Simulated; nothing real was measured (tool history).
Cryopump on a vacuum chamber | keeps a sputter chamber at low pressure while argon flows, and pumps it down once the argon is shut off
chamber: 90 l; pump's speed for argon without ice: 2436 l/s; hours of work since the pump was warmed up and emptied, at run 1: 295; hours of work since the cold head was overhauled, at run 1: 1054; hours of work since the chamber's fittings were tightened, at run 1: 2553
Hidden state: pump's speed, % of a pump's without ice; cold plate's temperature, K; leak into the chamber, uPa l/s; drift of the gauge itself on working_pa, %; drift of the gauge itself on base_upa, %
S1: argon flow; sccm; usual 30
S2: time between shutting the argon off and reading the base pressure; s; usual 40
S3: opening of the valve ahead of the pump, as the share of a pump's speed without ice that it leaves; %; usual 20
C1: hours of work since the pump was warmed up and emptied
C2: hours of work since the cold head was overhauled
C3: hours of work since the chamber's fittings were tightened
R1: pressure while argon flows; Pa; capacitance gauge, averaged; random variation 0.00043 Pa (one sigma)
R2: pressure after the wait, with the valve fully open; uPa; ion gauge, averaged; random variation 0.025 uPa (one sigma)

run     day  S1   S2  S3   C1    C2    C3      R1    R2
  1       0  30   40  20  295  1054  2553  0.1056  2.33
  2   1.654  30   40  20  325  1084  2583  0.1056  2.43
  3   3.621  31   40  20  361  1120  2619  0.1086   2.4
  4   5.012  31   40  20  387  1145  2645  0.1095  2.47
  5   6.542  31   40  20  415  1173  2673  0.1099  2.49
  6   8.629  31   40  20  453  1212  2711    0.11  2.44
  7  10.596  31   40  20  489  1248  2747    0.11  2.52
  8  12.212  14   40  20  518  1277  2776    0.05  2.56
  9    14.6  14   40  20  562  1321  2820  0.0498  2.55
 10  16.375  14  203  20  595  1354  2853  0.0503  1.88
 11  17.625  30   24  20  618  1376  2876  0.1073  3.21
 12  19.396  30   24  20  650  1409  2908  0.1072  3.24
 13  20.954  30   24  20  679  1437  2937  0.1072  3.24
     21.258  -- leaking fittings of the chamber tightened, without venting
 14  22.417  30   24  20  704  1463    21  0.1072  1.64
 15  24.867  30   40  20  749  1508    66  0.1079  1.13
     25.521  -- pump warmed up, emptied and cooled again
 16  26.804  54  175  21   24  1539    98  0.1785  0.39
 17  27.829  47   21  45   42  1558   117  0.0731  1.99
 18  29.308  19   21  49   69  1585   144   0.027     2
 19  31.558  15   40  35  111  1626   185  0.0303  1.11
 20  33.333  15   40  35  143  1659   217  0.0294  1.15
 21  34.925  15   79  44  172  1688   247  0.0241  0.71
 22  36.275  30  184  20  197  1713   271  0.1054   0.5
 23  37.292  30  184  20  216  1731   290  0.1054  0.49
 24  39.596  37   39  21  258  1774   332   0.124  1.24
 25   40.95  37  166  36  283  1798   357  0.0728  0.54
 26  42.658  30  131  29  314  1830   388  0.0731  0.68
 27  44.596  30   55  29  349  1865   424  0.0736  1.04
 28  46.758  30   56  19  389  1905   463  0.1115  1.05
 29   48.15  57   29  50  415  1930   489   0.083  1.71

Forecast each of these 3 alternatives for the next run:
  A  49.238  58  148  22  435  1950  509   ?   ?
  B  49.238  52   40  15  435  1950  509   ?   ?
  C  49.238  36  212  19  435  1950  509   ?   ?

run      R1    R2
  A  0.1875   0.6
  B  0.2433  1.32
  C  0.1346  0.61
Without the tool's hidden state the same runs would have given:
run      R1    R2
  A  0.1833  0.32
  B  0.2395  1.04
  C   0.132  0.32
